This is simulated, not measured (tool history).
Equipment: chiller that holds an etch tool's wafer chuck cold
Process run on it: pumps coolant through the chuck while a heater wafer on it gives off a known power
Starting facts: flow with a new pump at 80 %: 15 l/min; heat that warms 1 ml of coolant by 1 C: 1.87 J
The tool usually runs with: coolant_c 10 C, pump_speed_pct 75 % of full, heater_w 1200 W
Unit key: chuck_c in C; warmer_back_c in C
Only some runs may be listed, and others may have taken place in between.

| run | hour | coolant_c | pump_speed_pct | heater_w | chuck_c | warmer_back_c |
|---|---|---|---|---|---|---|
| 1 | 0 | 10 | 75 | 1200 | 21 | 2.92 |
| 2 | 164.4 | 10 | 75 | 1200 | 21 | 2.94 |
| 3 | 318.4 | 10 | 62 | 1200 | 23.1 | 3.54 |
|  | 358.8 | chiller's thermometer calibrated |
| 4 | 400.5 | 10 | 75 | 954 | 18.9 | 2.29 |
| 5 | 488.1 | 10 | 75 | 1287 | 22.1 | 3.11 |
| 6 | 640.1 | 10 | 75 | 1200 | 21.3 | 2.92 |
| 7 | 781.1 | 19 | 75 | 1200 | 30.2 | 2.9 |
| 8 | 916.9 | 19 | 75 | 1200 | 30.2 | 2.92 |
| 9 | 1014.7 | 12 | 75 | 1200 | 23.3 | 2.97 |
|  | 1033.1 | chiller's thermometer calibrated, once more |
| 10 | 1162 | 17 | 75 | 1200 | 28.7 | 2.96 |
| 11 | 1334.8 | 17 | 75 | 1200 | 28.8 | 2.88 |
| 12 | 1480.5 | 10 | 75 | 786 | 17.8 | 1.93 |
| 13 | 1565.3 | 5 | 75 | 1200 | 16.9 | 3 |
| 14 | 1737.7 | 15 | 75 | 1200 | 26.9 | 2.96 |
| 15 | 1830.6 | 15 | 75 | 1200 | 27.1 | 2.98 |
| 16 | 1970.6 | 15 | 75 | 1491 | 30 | 3.77 |
| 17 | 2132.2 | 10 | 83 | 1200 | 21.2 | 2.65 |
| 18 | 2294.1 | 7 | 90 | 1200 | 17.4 | 2.51 |
| 19 | 2445.7 | 2 | 90 | 702 | 8.1 | 1.49 |
| 20 | 2563.6 | 10 | 75 | 821 | 18.4 | 2.08 |
| 21 | 2683.8 | 4 | 75 | 1230 | 16.5 | 3.03 |
| 22 | 2857.8 | 17 | 75 | 1200 | 29.2 | 3.01 |
| 23 | 2935.2 | 19 | 64 | 1341 | 34.6 | 3.91 |
|  | 3035.4 | coolant pump overhauled |
| 24 | 3037.5 | 19 | 64 | 1341 | 33.6 | 3.72 |
| 25 | 3171.3 | 14 | 89 | 1466 | 26.5 | 2.88 |
| 26 | 3319.8 | 15 | 76 | 1200 | 26.5 | 2.72 |
| 27 | 3444.2 | 15 | 76 | 1169 | 26.3 | 2.65 |
| 28 | 3586.9 | 10 | 70 | 1487 | 25.5 | 3.76 |
| 29 | 3730.3 | 19 | 75 | 712 | 25.8 | 1.69 |
| 30 | 3823.9 | 6 | 75 | 729 | 13 | 1.66 |
| 31 | 3947.2 | 20 | 78 | 729 | 26.9 | 1.64 |
| 32 | 4029.4 | 20 | 78 | 729 | 27 | 1.71 |

Forecast each of these 4 alternatives for the next run:
| A | 4165.7 | 18 | 75 | 1200 | ? | ? |
| B | 4165.7 | 20 | 99 | 729 | ? | ? |
| C | 4165.7 | 12 | 81 | 1518 | ? | ? |
| D | 4165.7 | 3 | 78 | 1601 | ? | ? |

| run | chuck_c | warmer_back_c |
|---|---|---|
| A | 30 | 2.79 |
| B | 25.7 | 1.3 |
| C | 26.2 | 3.26 |
| D | 18.5 | 3.59 |
With the hidden condition removed and each run's random variation left untouched, the same runs would have given:
| run | chuck_c | warmer_back_c |
|---|---|---|
| A | 27.6 | 2.73 |
| B | 24.6 | 1.27 |
| C | 23.3 | 3.19 |
| D | 15.3 | 3.51 |
